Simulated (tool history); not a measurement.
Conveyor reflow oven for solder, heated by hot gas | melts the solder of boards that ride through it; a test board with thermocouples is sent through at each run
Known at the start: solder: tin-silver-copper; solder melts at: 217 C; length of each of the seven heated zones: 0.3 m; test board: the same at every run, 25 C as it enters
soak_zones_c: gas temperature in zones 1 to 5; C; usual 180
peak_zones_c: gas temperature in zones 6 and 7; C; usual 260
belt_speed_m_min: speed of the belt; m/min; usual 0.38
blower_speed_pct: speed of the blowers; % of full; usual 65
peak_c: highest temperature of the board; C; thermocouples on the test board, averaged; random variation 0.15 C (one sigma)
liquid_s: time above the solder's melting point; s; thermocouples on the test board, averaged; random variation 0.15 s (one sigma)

run	day	soak_zones_c	peak_zones_c	belt_speed_m_min	blower_speed_pct	peak_c	liquid_s
1	0	180	260	0.38	65	242.1	63.2
2	0.6	180	260	0.315	65	247	85.9
3	1.146	180	263	0.315	65	249.7	88.7
4	1.842	189	260	0.38	65	243.5	70.6
5	2.558	178	260	0.38	65	241.4	61.5
6	3.325	178	260	0.38	65	241.5	61.2
7	4.262	178	260	0.38	65	241.4	61.4
8	4.962	178	260	0.38	65	241.5	61.3
9	5.488	178	260	0.38	65	241.3	61.1
10	5.925	178	260	0.38	65	241.1	61.3
11	6.308	178	260	0.38	65	241.4	61.2
# day 6.525: belt drive overhauled, speed set with a stopwatch
12	6.958	178	260	0.38	65	241.2	61.8
# day 7.454: flux residue cleaned out of gas plates and filters
13	7.975	178	260	0.38	65	242.2	63.2
14	8.646	180	260	0.443	65	237.7	47.8
15	9.138	180	260	0.447	65	237.6	46.8
16	9.883	193	254	0.333	84	245.2	90.6
# day 10.888: belt drive overhauled, speed set with a stopwatch, once more
17	10.988	180	260	0.38	88	246.9	70.9
18	11.8	180	260	0.38	88	246.7	70.6
19	12.696	180	260	0.38	88	246.9	70.4
20	13.583	169	260	0.38	78	243	60.5
21	14.458	169	251	0.38	60	230.5	38.6
22	15.292	179	273	0.413	65	249.8	63.8
23	16.162	179	273	0.413	65	249.8	63.9
24	16.6	179	273	0.413	65	249.5	63.8
25	17.35	179	273	0.413	65	249.6	63.7
26	18	180	260	0.38	65	241.6	62
27	18.721	166	260	0.38	65	238.5	51.5
28	19.604	166	260	0.38	65	238.5	51.5
29	20.075	176	251	0.338	60	234.6	58
30	20.608	180	260	0.396	63	239.7	55.9

5 ways to go on from here, each from the tool as it stands after run 30. What would each give?
A	21.488	190	260	0.34	63	?	?
B	21.488	166	257	0.396	55	?	?
C	21.488	174	260	0.396	63	?	?
D	21.488	195	260	0.4	63	?	?
E	21.488	176	272	0.396	55	?	?

run	peak_c	liquid_s
A	245.5	82.2
B	230.7	35.4
C	238.1	51.3
D	242.4	67.8
E	245.6	60
Without the tool's hidden state the same runs would have given:
run	peak_c	liquid_s
A	249.3	86.2
B	234.5	42
C	242.1	56.6
D	246.1	71.8
E	249.4	64.2
